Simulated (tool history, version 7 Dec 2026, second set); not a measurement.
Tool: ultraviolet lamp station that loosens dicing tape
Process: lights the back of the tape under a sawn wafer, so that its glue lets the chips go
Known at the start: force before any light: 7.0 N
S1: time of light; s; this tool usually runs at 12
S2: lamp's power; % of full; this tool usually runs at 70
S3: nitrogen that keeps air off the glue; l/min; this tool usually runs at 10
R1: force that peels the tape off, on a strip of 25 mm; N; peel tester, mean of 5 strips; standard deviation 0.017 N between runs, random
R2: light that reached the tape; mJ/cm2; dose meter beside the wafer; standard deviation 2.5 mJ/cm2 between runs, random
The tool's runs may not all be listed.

run	hour	S1	S2	S3	R1	R2
1	0	12	70	10	1.301	221
2	27.6	12	70	10	1.344	212
3	61.6	12	70	10	1.328	210
4	77.3	12	70	10	1.359	210
5	99	12	70	10	1.38	203
6	122.8	9	70	10	2.016	158
7	149.8	12	70	10	1.471	202
# hour 156.8: lamp changed
8	186.5	12	70	10	0.852	277
9	210.6	12	70	10	0.831	278
10	242.6	12	70	10	0.912	275
11	261.2	12	70	10	0.869	270
12	291	12	70	10	0.89	275
13	314.2	19	84	10	0.271	509
14	332	12	61	10	1.144	233
15	347.3	21	61	17	0.306	411

Forecast run 16:
16	370.8	16	78	4	?	?

Logged for run 16: R1 0.815 N, R2 397 mJ/cm2.
With no hidden state in the tool, this same run would have given R1 0.694 N, R2 431 mJ/cm2.

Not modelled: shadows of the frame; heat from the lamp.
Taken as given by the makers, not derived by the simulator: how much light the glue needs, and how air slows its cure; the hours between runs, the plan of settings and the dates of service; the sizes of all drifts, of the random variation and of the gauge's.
